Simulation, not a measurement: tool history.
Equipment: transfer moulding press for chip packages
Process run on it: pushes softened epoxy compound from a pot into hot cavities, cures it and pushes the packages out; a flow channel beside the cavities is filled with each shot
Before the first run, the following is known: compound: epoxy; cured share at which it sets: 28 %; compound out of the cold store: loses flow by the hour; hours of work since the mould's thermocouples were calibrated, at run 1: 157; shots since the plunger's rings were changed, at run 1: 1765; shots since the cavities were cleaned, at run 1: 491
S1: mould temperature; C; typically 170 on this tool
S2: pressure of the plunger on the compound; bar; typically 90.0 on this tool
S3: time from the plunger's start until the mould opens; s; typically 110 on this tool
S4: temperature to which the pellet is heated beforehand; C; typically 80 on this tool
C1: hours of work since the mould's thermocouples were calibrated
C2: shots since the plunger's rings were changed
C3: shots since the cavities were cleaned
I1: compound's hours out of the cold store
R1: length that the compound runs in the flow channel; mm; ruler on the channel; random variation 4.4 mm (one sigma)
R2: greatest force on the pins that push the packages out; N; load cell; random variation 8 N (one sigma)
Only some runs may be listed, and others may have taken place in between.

run    hour   S1     S2   S3  S4   C1    C2   C3    I1   R1   R2
  1     0.0  170   90.0  110  80  157  1765  491  16.1  860  558
       24.5  -- cavities cleaned with cleaning compound and waxed
  2    71.5  170   90.0  110  80  194  2371  407  32.9  793  679
      105.7  -- cavities cleaned with cleaning compound and waxed
  3   139.9  170   90.0  110  80  230  2950  296   9.5  865  516
      186.0  -- cavities cleaned with cleaning compound and waxed
  4   235.0  170   90.0  110  80  280  3760  424  28.0  787  533
      261.7  -- cavities cleaned with cleaning compound and waxed
  5   278.5  170   90.0  110  80  302  4124  145  44.6  724  417
      304.0  -- plunger's sealing rings changed
  6   332.4  170   90.0  110  80  329   246  590  25.2  843  564
      346.7  -- cavities cleaned with cleaning compound and waxed
  7   375.8  166   90.0  110  80  352   609  253  22.6  860  580
      424.4  -- cavities cleaned with cleaning compound and waxed
  8   438.4  170   90.0  110  80  384  1137  120  42.8  770  422
      496.0  -- cavities cleaned with cleaning compound and waxed, once more
  9   522.5  170   90.0  110  86  428  1853  230  46.0  747  441
 10   567.9  170   90.0  110  86  452  2246  623   9.3  875  589
      576.5  -- cavities cleaned with cleaning compound and waxed
 11   636.4  170   90.6  110  86  488  2826  519  21.0  829  572
      659.2  -- cavities cleaned with cleaning compound and waxed
 12   706.9  170   90.6  110  86  524  3423  413  39.5  749  522
      738.4  -- cavities cleaned with cleaning compound and waxed
 13   800.3  170   90.0  110  80  573  4219  537  25.7  787  551
      816.4  -- plunger's sealing rings changed
      817.9  -- cavities cleaned with cleaning compound and waxed
 14   881.2  170   90.0  110  80  614   548  548  38.7  793  564
      898.8  -- cavities cleaned with cleaning compound and waxed
 15   946.8  170   90.0  110  80  648  1103  415  19.0  860  550
      974.0  -- cavities cleaned with cleaning compound and waxed
 16  1033.7  168   98.0  110  87  694  1843  517  16.7  899  616
     1057.1  -- cavities cleaned with cleaning compound and waxed
 17  1083.0  170  108.9  131  80  719  2256  224  29.7  883  392
     1135.1  -- cavities cleaned with cleaning compound and waxed
 18  1170.0  170   91.0  131  87  764  2997  303  31.9  775  430
     1213.8  -- cavities cleaned with cleaning compound and waxed
 19  1251.8  175   77.8  110  80  807  3692  329  30.9  712  442
     1294.0  -- cavities cleaned with cleaning compound and waxed
     1326.9  -- plunger's sealing rings changed
 20  1327.8  170   90.0  113  79  845     8  271  32.0  825  467
     1377.2  -- cavities cleaned with cleaning compound and waxed
     1414.7  -- mould's thermocouples calibrated
 21  1415.0  167   84.0  110  80    0   733  311  15.7  847  591
     1456.7  -- cavities cleaned with cleaning compound and waxed
 22  1494.8  166   90.7  109  81   42  1410  330  40.1  782  599
     1533.6  -- cavities cleaned with cleaning compound and waxed
 23  1578.6  172   74.5   91  81   86  2123  390  39.9  697  620
     1609.8  -- cavities cleaned with cleaning compound and waxed
 24  1624.7  164   90.0  135  80  109  2509  129  29.4  807  430
     1691.0  -- cavities cleaned with cleaning compound and waxed
 25  1703.9  166   90.0  135  80  151  3182  112  42.6  754  404
     1769.1  -- cavities cleaned with cleaning compound and waxed
 26  1785.4  170   97.0  108  80  193  3874  141  35.3  789  442

Forecast each of these 3 alternatives for the next run:
     1841.1  -- plunger's sealing rings changed
     1848.7  -- cavities cleaned with cleaning compound and waxed
  A  1868.4  170  90.0   93  80  235  223  170  13.6   ?   ?
     1841.1  -- plunger's sealing rings changed
     1848.7  -- cavities cleaned with cleaning compound and waxed
  B  1868.4  166  90.0  104  75  235  223  170  31.9   ?   ?
     1841.1  -- plunger's sealing rings changed
     1848.7  -- cavities cleaned with cleaning compound and waxed
  C  1868.4  170  92.1  109  80  235  223  170  42.7   ?   ?

run   R1   R2
  A  898  651
  B  835  609
  C  793  456
Without the tool's hidden state the same runs would have given:
run   R1   R2
  A  903  501
  B  840  465
  C  797  356
